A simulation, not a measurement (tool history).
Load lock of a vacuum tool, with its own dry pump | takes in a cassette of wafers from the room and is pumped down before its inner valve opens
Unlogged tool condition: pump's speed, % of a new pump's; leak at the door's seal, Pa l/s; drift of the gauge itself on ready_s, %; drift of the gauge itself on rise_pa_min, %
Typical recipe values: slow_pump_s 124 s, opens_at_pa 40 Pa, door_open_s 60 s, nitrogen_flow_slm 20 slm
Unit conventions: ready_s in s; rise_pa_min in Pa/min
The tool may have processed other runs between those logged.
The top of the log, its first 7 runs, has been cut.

run,hour,slow_pump_s,opens_at_pa,door_open_s,nitrogen_flow_slm,hours that the pump has run since its overhaul,times that the door has closed on its seal,"incoming humidity of the room's air, %",ready_s,rise_pa_min
8,3427.7,151,40,116,10,16750,17463,45.6,212.5,0.221
9,3764.5,106,40,60,20,17087,18115,44.5,176.6,0.210
10,4398.1,106,40,60,12,17721,19342,48.1,177.5,0.233
# hour 4703.2: dry pump taken out, an overhauled one fitted
11,4806.9,124,40,60,6,104,20121,45.3,179.2,0.259
12,5127.9,124,40,60,37,425,20743,46.7,179.8,0.235
13,5711.0,124,40,60,37,1008,21871,44.6,182.1,0.267
14,6041.3,124,40,60,20,1338,22511,43.5,181.0,0.290
15,6711.7,124,40,60,20,2009,23808,44.2,181.7,0.311
# hour 7097.8: door's seal changed, seat wiped
16,7348.1,124,40,60,20,2643,484,43.7,182.3,0.016
17,7636.1,124,40,60,20,2931,1042,43.3,182.8,0.023
18,8231.7,124,40,60,15,3527,2195,43.5,181.5,0.035
19,8590.1,124,40,60,20,3885,2889,45.0,184.4,0.034
20,9205.1,124,40,60,20,4500,4079,42.2,184.0,0.036
21,9723.3,84,70,232,10,5019,5082,46.6,144.8,0.073
22,10111.0,88,52,78,4,5406,5833,40.9,151.1,0.073
23,10694.6,124,53,60,10,5990,6962,44.8,183.3,0.067
24,11332.1,159,40,40,6,6627,8196,44.3,212.6,0.080

The next listed run, before its measurement:
25,11817.6,159,31,40,27,7113,9136,43.6,?,?

ready_s: 215.1 s
rise_pa_min: 0.076 Pa/min
With no hidden state in the tool, this same run would have given ready_s 209.8 s, rise_pa_min 0.017 Pa/min.

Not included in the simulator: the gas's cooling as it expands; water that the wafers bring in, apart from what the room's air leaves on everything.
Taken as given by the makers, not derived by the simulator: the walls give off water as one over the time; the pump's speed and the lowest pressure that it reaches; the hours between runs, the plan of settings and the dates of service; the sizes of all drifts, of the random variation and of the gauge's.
